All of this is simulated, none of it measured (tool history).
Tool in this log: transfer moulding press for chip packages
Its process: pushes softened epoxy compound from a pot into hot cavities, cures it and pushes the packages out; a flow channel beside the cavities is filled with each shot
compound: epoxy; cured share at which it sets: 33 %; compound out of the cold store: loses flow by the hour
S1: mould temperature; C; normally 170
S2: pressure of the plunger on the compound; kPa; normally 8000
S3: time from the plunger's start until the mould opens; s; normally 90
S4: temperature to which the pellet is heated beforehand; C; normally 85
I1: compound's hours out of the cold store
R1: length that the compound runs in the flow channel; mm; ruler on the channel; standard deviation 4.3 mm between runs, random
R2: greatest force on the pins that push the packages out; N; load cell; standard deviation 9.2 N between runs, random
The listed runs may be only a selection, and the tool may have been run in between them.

run  hour   S1    S2   S3  S4    I1    R1   R2
  1   0.0  170  8000   90  85  10.2   965  500
  2   8.9  170  8000   90  85  38.1   813  539
  3  18.2  170  8000   90  85  29.6   851  579
     27.1  -- cavities cleaned with cleaning compound and waxed
  4  27.1  163  8000   90  85  14.3   964  706
     32.3  -- plunger's sealing rings changed
  5  37.8  163  8000   90  85  16.9  1036  772
  6  45.4  163  8000   90  85  46.1   875  770
  7  51.1  163  9470   90  85  22.9  1090  829
  8  55.0  170  8000  129  85  46.2   847  513

Predict the results of run 9:
  9  60.2  170  7350  128  91  47.2   ?   ?

Run 9 produced R1 800 mm, R2 539 N.
On a tool with no hidden condition, and with the same random variation, this run would have come out at R1 812 mm, R2 388 N.
